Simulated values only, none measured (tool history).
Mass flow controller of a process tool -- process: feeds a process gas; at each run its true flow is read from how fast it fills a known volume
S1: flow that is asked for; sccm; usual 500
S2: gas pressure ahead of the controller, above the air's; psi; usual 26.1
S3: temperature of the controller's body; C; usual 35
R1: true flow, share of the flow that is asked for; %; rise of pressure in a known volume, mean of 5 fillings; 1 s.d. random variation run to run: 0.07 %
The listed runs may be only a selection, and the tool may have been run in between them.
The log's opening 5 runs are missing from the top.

| run | day | S1 | S2 | S3 | R1 |
|---|---|---|---|---|---|
| 6 | 48.242 | 500 | 26.1 | 35 | 101.04 |
| 7 | 53.042 | 500 | 26.1 | 35 | 101.19 |
| 8 | 62.825 | 500 | 26.1 | 35 | 101.19 |
| 9 | 71.162 | 500 | 24.9 | 35 | 101.3 |
| 10 | 77.483 | 162 | 24.9 | 35 | 102.2 |
| 11 | 87.746 | 162 | 24.9 | 35 | 102.58 |
| 12 | 98.525 | 162 | 24.9 | 35 | 102.77 |
| 13 | 109.05 | 919 | 26.1 | 35 | 101.91 |
| 14 | 119.683 | 919 | 26.1 | 35 | 102.1 |
| 15 | 125.229 | 919 | 26.1 | 35 | 102.17 |
| 16 | 133.154 | 919 | 26.1 | 35 | 102.19 |
| 17 | 142.321 | 919 | 26.1 | 35 | 102.25 |
| 18 | 152.038 | 345 | 26.1 | 31 | 102.6 |

Estimate the outcome of run 19 from the log above:
|  | 153.562 | controller's zero set anew |
| 19 | 162.15 | 547 | 26.1 | 35 | ? |

{"run 19": {"R1": 101.5}}
With the hidden condition absent and the run-to-run variation left alone, this run would have shown R1 99.02 %.
